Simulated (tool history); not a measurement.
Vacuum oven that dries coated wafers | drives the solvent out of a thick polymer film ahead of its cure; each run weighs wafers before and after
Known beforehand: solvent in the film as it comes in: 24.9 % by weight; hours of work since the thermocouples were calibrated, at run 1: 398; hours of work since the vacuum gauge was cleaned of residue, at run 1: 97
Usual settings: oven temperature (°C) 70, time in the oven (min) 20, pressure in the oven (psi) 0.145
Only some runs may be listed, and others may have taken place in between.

| run | hour | oven temperature (°C) | time in the oven (min) | pressure in the oven (psi) | hours of work since the thermocouples were calibrated | hours of work since the vacuum gauge was cleaned of residue | solvent left in the film (%) |
|---|---|---|---|---|---|---|---|
| 1 | 0.0 | 70 | 20 | 0.145 | 398 | 97 | 1.91 |
| 2 | 10.7 | 70 | 20 | 0.145 | 405 | 104 | 1.82 |
| 3 | 21.9 | 70 | 20 | 0.145 | 412 | 111 | 1.88 |
| 4 | 30.3 | 70 | 13 | 0.145 | 418 | 117 | 3.64 |
| 5 | 37.3 | 70 | 13 | 0.145 | 422 | 121 | 3.72 |
| 6 | 45.7 | 70 | 13 | 0.145 | 428 | 127 | 3.79 |
| 7 | 53.6 | 76 | 20 | 0.145 | 433 | 132 | 1.01 |
| 8 | 58.9 | 76 | 20 | 0.145 | 436 | 135 | 1.03 |
| 9 | 67.6 | 56 | 20 | 0.145 | 442 | 141 | 6.81 |
| 10 | 76.5 | 56 | 20 | 0.145 | 448 | 147 | 6.85 |
| 11 | 84.1 | 56 | 20 | 0.145 | 453 | 152 | 6.90 |
| 12 | 95.0 | 56 | 20 | 0.145 | 460 | 159 | 6.88 |
| 13 | 101.6 | 56 | 20 | 0.145 | 464 | 163 | 6.80 |
| 14 | 107.2 | 56 | 20 | 0.145 | 468 | 167 | 6.92 |
| 15 | 114.5 | 56 | 20 | 0.145 | 473 | 172 | 6.89 |
| 16 | 125.8 | 56 | 20 | 0.145 | 480 | 179 | 6.89 |
| 17 | 132.5 | 56 | 20 | 0.145 | 484 | 183 | 6.87 |
| 18 | 142.2 | 56 | 20 | 0.145 | 491 | 190 | 6.99 |
| 19 | 151.7 | 70 | 20 | 0.145 | 497 | 196 | 1.93 |
| 20 | 156.6 | 70 | 20 | 0.145 | 500 | 199 | 1.91 |
| 21 | 164.3 | 70 | 20 | 0.145 | 505 | 204 | 1.98 |
| 22 | 170.1 | 70 | 20 | 0.145 | 509 | 208 | 1.84 |
| 23 | 175.1 | 70 | 20 | 0.145 | 512 | 211 | 1.91 |
| 24 | 185.1 | 68 | 23 | 0.145 | 519 | 218 | 1.94 |
| 25 | 195.4 | 68 | 23 | 0.145 | 525 | 224 | 1.96 |
| 26 | 202.6 | 58 | 22 | 0.074 | 530 | 229 | 4.85 |
| 27 | 209.2 | 70 | 11 | 0.145 | 534 | 233 | 4.84 |
| 28 | 215.5 | 62 | 22 | 0.131 | 538 | 237 | 3.68 |
| 29 | 223.1 | 62 | 22 | 0.131 | 543 | 242 | 3.66 |

The next listed run, before its measurement:
| 30 | 229.2 | 62 | 20 | 0.129 | 547 | 246 | ? |

solvent left in the film (%): 4.23
With the hidden condition absent and the run-to-run variation left alone, this run would have shown solvent left in the film (%) 3.89.

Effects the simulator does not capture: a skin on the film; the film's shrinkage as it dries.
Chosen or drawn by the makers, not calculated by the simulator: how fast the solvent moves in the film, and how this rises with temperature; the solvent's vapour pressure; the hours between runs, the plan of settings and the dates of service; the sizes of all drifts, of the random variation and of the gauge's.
